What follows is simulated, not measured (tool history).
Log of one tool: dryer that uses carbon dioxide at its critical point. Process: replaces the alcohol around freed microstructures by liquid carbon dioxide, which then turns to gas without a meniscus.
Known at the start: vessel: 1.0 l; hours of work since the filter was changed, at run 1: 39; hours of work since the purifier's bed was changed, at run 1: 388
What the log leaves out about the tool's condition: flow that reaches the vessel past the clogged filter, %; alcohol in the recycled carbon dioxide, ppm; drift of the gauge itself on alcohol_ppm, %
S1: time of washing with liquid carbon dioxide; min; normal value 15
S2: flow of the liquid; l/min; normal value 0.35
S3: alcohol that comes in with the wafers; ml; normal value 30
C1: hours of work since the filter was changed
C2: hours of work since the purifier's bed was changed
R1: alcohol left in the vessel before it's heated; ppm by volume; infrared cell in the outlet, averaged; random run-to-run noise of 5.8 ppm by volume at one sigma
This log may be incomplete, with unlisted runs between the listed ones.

run,hour,S1,S2,S3,C1,C2,R1
1,0,15,0.35,30,39,388,404
2,20.3,15,0.35,30,53,402,404
3,41.8,15,0.35,30,69,418,436
4,63.7,15,0.35,30,84,433,452
5,75.8,15,0.35,30,93,442,445
6,90.7,15,0.35,73,103,452,814
7,109.8,15,0.35,41,117,466,557
8,129.1,15,0.35,41,130,479,568
9,150.6,15,0.35,41,145,494,609
10,161.2,15,0.35,41,153,502,617
11,170.9,15,0.35,88,160,509,971
# hour 185.6: purifier's bed changed
12,187.9,15,0.35,88,170,2,765
13,203.2,15,0.35,30,180,12,271
14,222.5,15,0.35,30,194,26,274
15,232.7,15,0.35,30,201,33,300
16,249.7,15,0.35,30,213,45,312
17,267.2,15,0.35,30,225,58,323
18,280,15,0.421,30,234,67,148
19,294.4,15,0.421,30,245,77,166
20,313.4,15,0.35,30,258,90,336
21,334.7,15,0.35,80,273,105,883
22,347.7,15,0.272,30,282,114,926
23,361.2,15,0.272,30,292,124,954
24,382.3,15,0.272,30,307,139,978
25,403.5,15,0.272,30,322,154,1005
26,416.2,11,0.393,30,330,163,828
27,432.8,15,0.35,26,342,174,392
28,448.2,15,0.35,26,353,185,421
29,463.1,16,0.528,29,363,196,129
30,480.4,16,0.528,26,376,208,135
31,498.6,16,0.528,26,389,221,147
32,511.3,16,0.528,26,397,230,152
33,520.7,16,0.263,103,404,236,3224
34,535.9,17,0.305,115,415,247,1726
35,555.9,10,0.412,115,429,261,3859
# hour 560.6: inlet filter changed
36,568.1,10,0.412,115,5,269,2358
37,587.3,15,0.35,26,19,283,344
38,605.9,15,0.234,30,32,296,1288
39,628.1,11,0.332,57,48,311,2037
40,641.2,10,0.533,49,57,320,479
41,654.3,15,0.327,110,66,330,1320
42,672,15,0.327,110,78,342,1367
43,693,17,0.223,71,93,357,2372
44,706.4,17,0.223,71,103,366,2447
45,717.8,11,0.424,30,111,375,600
46,738.1,19,0.35,30,125,389,278
47,757.2,12,0.214,25,139,402,2696

Some steps in R1, run to run, broken into two amounts with sign: the step expected even without the hidden condition (settings, incoming material, random variation), and the rest, left for the hidden condition together with whatever gauge scatter is not in both the measured and the hidden-condition-free result:
Run 32 -> 33: S2 0.528 -> 0.263, S3 26 -> 103. R1 +3072 ppm by volume: hidden state +1260, all else +1812.
Run 34 -> 35: S1 17 -> 10, S2 0.305 -> 0.412. R1 +2133 ppm by volume: hidden state +815, all else +1318.
Run 35 -> 36: inlet filter changed. R1 -1501 ppm by volume: hidden state -1506, all else +5.
Run 46 -> 47: S1 19 -> 12, S2 0.35 -> 0.214, S3 30 -> 25. R1 +2418 ppm by volume: hidden state +279, all else +2139.
